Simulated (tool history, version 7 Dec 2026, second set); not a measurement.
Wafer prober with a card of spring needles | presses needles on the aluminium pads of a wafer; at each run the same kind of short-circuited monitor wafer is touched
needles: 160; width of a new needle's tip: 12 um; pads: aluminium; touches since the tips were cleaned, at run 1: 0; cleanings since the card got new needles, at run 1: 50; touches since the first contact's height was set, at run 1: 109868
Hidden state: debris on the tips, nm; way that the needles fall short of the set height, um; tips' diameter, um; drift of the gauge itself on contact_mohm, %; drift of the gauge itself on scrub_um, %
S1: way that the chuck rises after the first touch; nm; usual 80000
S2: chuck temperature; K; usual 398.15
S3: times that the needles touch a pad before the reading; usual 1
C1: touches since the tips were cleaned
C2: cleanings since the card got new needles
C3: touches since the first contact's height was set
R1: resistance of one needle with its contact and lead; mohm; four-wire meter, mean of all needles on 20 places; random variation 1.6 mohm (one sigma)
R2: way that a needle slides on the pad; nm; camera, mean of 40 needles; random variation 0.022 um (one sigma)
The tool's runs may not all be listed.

| run | day | S1 | S2 | S3 | C1 | C2 | C3 | R1 | R2 |
|---|---|---|---|---|---|---|---|---|---|
| 1 | 0.000 | 80000 | 398.15 | 1 | 0 | 50 | 109868 | 159 | 9790 |
|  | 0.742 | tips cleaned on abrasive film |
| 2 | 0.850 | 80000 | 398.15 | 1 | 979 | 51 | 117606 | 161 | 9800 |
|  | 1.471 | tips cleaned on abrasive film |
| 3 | 1.617 | 80000 | 398.15 | 3 | 1330 | 52 | 124553 | 156 | 9820 |
|  | 2.233 | tips cleaned on abrasive film |
|  | 2.383 | height of the first contact set anew |
| 4 | 2.508 | 80000 | 301.15 | 1 | 2409 | 53 | 1138 | 143 | 9800 |
|  | 2.958 | tips cleaned on abrasive film |
| 5 | 3.362 | 80000 | 398.15 | 1 | 3682 | 54 | 8908 | 158 | 9780 |
|  | 3.712 | tips cleaned on abrasive film |
| 6 | 4.325 | 80000 | 398.15 | 1 | 5624 | 55 | 17681 | 160 | 9810 |
|  | 4.438 | tips cleaned on abrasive film |
|  | 5.150 | tips cleaned on abrasive film |
| 7 | 5.150 | 80000 | 398.15 | 1 | 0 | 57 | 25141 | 158 | 9760 |
| 8 | 5.721 | 80000 | 398.15 | 1 | 5205 | 57 | 30346 | 158 | 9820 |
|  | 5.871 | tips cleaned on abrasive film |
| 9 | 6.521 | 89000 | 380.15 | 3 | 5946 | 58 | 37614 | 154 | 10890 |
|  | 6.608 | tips cleaned on abrasive film |
|  | 7.325 | tips cleaned on abrasive film |
| 10 | 7.325 | 73000 | 332.15 | 2 | 0 | 60 | 44900 | 146 | 8930 |
|  | 8.033 | tips cleaned on abrasive film |
| 11 | 8.400 | 99000 | 335.15 | 1 | 3352 | 61 | 54682 | 147 | 12140 |
|  | 8.771 | tips cleaned on abrasive film |
| 12 | 9.292 | 71000 | 373.15 | 2 | 4737 | 62 | 62770 | 156 | 8670 |
|  | 9.508 | tips cleaned on abrasive film |
| 13 | 9.767 | 87000 | 376.15 | 2 | 2386 | 63 | 67107 | 154 | 10660 |
|  | 10.238 | tips cleaned on abrasive film |
| 14 | 10.238 | 80000 | 398.15 | 1 | 0 | 64 | 71357 | 161 | 9770 |
|  | 10.942 | tips cleaned on abrasive film |
| 15 | 11.300 | 94000 | 398.15 | 1 | 3301 | 65 | 81043 | 157 | 11510 |
|  | 11.717 | tips cleaned on abrasive film |
| 16 | 11.792 | 79000 | 398.15 | 1 | 705 | 66 | 85498 | 158 | 9640 |

5 ways to go on from here, each from the tool as it stands after run 16. What would each give?
|  | 12.442 | tips cleaned on abrasive film |
| A | 12.646 | 82000 | 300.15 | 2 | 1865 | 67 | 93247 | ? | ? |
|  | 12.442 | tips cleaned on abrasive film |
| B | 12.646 | 85000 | 398.15 | 2 | 1865 | 67 | 93247 | ? | ? |
|  | 12.442 | tips cleaned on abrasive film |
| C | 12.646 | 88000 | 354.15 | 2 | 1865 | 67 | 93247 | ? | ? |
|  | 12.442 | tips cleaned on abrasive film |
| D | 12.646 | 80000 | 342.15 | 1 | 1865 | 67 | 93247 | ? | ? |
|  | 12.442 | tips cleaned on abrasive film |
| E | 12.646 | 79000 | 361.15 | 3 | 1865 | 67 | 93247 | ? | ? |

| run | R1 | R2 |
|---|---|---|
| A | 139 | 10050 |
| B | 158 | 10370 |
| C | 149 | 10770 |
| D | 150 | 9790 |
| E | 152 | 9630 |
Without the tool's hidden state the same runs would have given:
| run | R1 | R2 |
|---|---|---|
| A | 139 | 10060 |
| B | 158 | 10380 |
| C | 149 | 10780 |
| D | 150 | 9800 |
| E | 152 | 9640 |

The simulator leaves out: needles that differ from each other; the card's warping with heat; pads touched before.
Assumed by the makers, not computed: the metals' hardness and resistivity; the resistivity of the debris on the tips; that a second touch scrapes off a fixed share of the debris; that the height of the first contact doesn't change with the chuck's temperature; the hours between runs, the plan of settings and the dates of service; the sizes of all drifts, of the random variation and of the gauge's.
